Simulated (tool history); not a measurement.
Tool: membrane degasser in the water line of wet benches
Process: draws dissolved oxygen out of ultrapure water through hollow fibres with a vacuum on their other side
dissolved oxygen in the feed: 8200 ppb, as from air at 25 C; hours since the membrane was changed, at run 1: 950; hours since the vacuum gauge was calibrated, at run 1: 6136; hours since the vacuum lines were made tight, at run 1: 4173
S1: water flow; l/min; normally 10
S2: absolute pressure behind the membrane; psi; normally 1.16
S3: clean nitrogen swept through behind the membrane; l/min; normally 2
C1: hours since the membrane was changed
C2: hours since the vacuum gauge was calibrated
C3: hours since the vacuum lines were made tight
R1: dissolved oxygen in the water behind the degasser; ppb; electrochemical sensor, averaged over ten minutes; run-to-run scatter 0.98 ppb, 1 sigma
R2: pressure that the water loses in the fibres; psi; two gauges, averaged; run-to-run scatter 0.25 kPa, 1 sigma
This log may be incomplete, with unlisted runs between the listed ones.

run 1 hour=0 | S1=10 S2=1.16 S3=2 | C1=950 C2=6136 C3=4173 | R1=99.3 R2=9.59
run 2 hour=22.7 | S1=10 S2=1.16 S3=2 | C1=973 C2=6159 C3=4196 | R1=99 R2=9.568
run 3 hour=58.5 | S1=10 S2=1.16 S3=1.73 | C1=1008 C2=6195 C3=4232 | R1=107.4 R2=9.551
run 4 hour=100.1 | S1=10 S2=1.16 S3=1.73 | C1=1050 C2=6236 C3=4274 | R1=107.8 R2=9.622
run 5 hour=139.1 | S1=10 S2=1.16 S3=1.73 | C1=1089 C2=6275 C3=4313 | R1=109.7 R2=9.591
run 6 hour=184 | S1=8 S2=1.16 S3=2 | C1=1134 C2=6320 C3=4357 | R1=72.3 R2=7.654
run 7 hour=229.2 | S1=8 S2=1.16 S3=2 | C1=1179 C2=6365 C3=4403 | R1=72.6 R2=7.604
run 8 hour=248.3 | S1=10 S2=1.16 S3=4.16 | C1=1198 C2=6385 C3=4422 | R1=67 R2=9.529
run 9 hour=284.2 | S1=9 S2=1.16 S3=4.16 | C1=1234 C2=6420 C3=4458 | R1=58.5 R2=8.631
run 10 hour=307.7 | S1=9 S2=1.16 S3=4.16 | C1=1258 C2=6444 C3=4481 | R1=59 R2=8.622
run 11 hour=337.1 | S1=10 S2=1.16 S3=2 | C1=1287 C2=6473 C3=4511 | R1=99.4 R2=9.562
run 12 hour=379 | S1=10 S2=1.16 S3=2 | C1=1329 C2=6515 C3=4552 | R1=98.8 R2=9.583
run 13 hour=410 | S1=10 S2=1.16 S3=2 | C1=1360 C2=6546 C3=4583 | R1=100.7 R2=9.668
run 14 hour=442.4 | S1=10 S2=1.16 S3=2 | C1=1392 C2=6579 C3=4616 | R1=99.7 R2=9.522
run 15 hour=467 | S1=10 S2=1.16 S3=2 | C1=1417 C2=6603 C3=4641 | R1=99 R2=9.61
run 16 hour=485.6 | S1=12 S2=1.16 S3=2 | C1=1435 C2=6622 C3=4659 | R1=127.4 R2=11.49
run 17 hour=506.9 | S1=11 S2=1.674 S3=2 | C1=1457 C2=6643 C3=4680 | R1=159.1 R2=10.581
run 18 hour=543.2 | S1=11 S2=1.674 S3=2 | C1=1493 C2=6679 C3=4717 | R1=162 R2=10.515
run 19 hour=588.6 | S1=9 S2=1.674 S3=2.94 | C1=1538 C2=6725 C3=4762 | R1=97.2 R2=8.669
run 20 hour=614.1 | S1=12 S2=0.963 S3=4.9 | C1=1564 C2=6750 C3=4788 | R1=77.4 R2=11.544
-- hour=616.8 vacuum gauge calibrated
run 21 hour=653.1 | S1=11 S2=1.25 S3=3.13 | C1=1602 C2=36 C3=4826 | R1=97.4 R2=10.454
run 22 hour=678.5 | S1=11 S2=1.25 S3=3.13 | C1=1628 C2=62 C3=4852 | R1=96.4 R2=10.559
run 23 hour=719.7 | S1=11 S2=2.777 S3=4.25 | C1=1669 C2=103 C3=4893 | R1=148.9 R2=10.559
run 24 hour=746.8 | S1=11 S2=2.777 S3=4.25 | C1=1696 C2=130 C3=4920 | R1=152.7 R2=10.601
run 25 hour=783.4 | S1=9 S2=1.597 S3=4.25 | C1=1733 C2=167 C3=4956 | R1=74.8 R2=8.624
run 26 hour=814.8 | S1=12 S2=1.291 S3=1.18 | C1=1764 C2=198 C3=4988 | R1=204.2 R2=11.517
-- hour=840.9 vacuum gauge calibrated, once more
run 27 hour=854 | S1=12 S2=1.584 S3=2.44 | C1=1803 C2=13 C3=5027 | R1=146.3 R2=11.583
run 28 hour=893.4 | S1=10 S2=0.705 S3=2 | C1=1842 C2=52 C3=5066 | R1=58.4 R2=9.615
run 29 hour=921 | S1=7 S2=1.123 S3=5.92 | C1=1870 C2=80 C3=5094 | R1=31.1 R2=6.762
run 30 hour=959.6 | S1=7 S2=1.123 S3=5.92 | C1=1908 C2=119 C3=5132 | R1=31 R2=6.715
run 31 hour=982.1 | S1=8 S2=0.703 S3=0.85 | C1=1931 C2=141 C3=5155 | R1=59.3 R2=7.688
run 32 hour=1020.9 | S1=10 S2=2.371 S3=2.22 | C1=1970 C2=180 C3=5193 | R1=180.4 R2=9.593

Each row is a separate what-if for the run after 32, all from the same tool condition, not one after another. Results?
run A hour=1054.9 | S1=14 S2=0.777 S3=4.37 | C1=2004 C2=214 C3=5227 | R1=? R2=?
run B hour=1054.9 | S1=10 S2=2.371 S3=3.22 | C1=2004 C2=214 C3=5227 | R1=? R2=?
run C hour=1054.9 | S1=10 S2=2.371 S3=4.11 | C1=2004 C2=214 C3=5227 | R1=? R2=?
run D hour=1054.9 | S1=11 S2=2.743 S3=1.17 | C1=2004 C2=214 C3=5227 | R1=? R2=?

run=A R1=89.6 R2=13.523
run=B R1=137.5 R2=9.667
run=C R1=118.4 R2=9.62
run=D R1=391.4 R2=10.579
The same runs, with their run-to-run variation unchanged, on a tool lacking any hidden condition would have given:
run=A R1=85.2 R2=13.355
run=B R1=133.3 R2=9.546
run=C R1=114.5 R2=9.5
run=D R1=384 R2=10.447
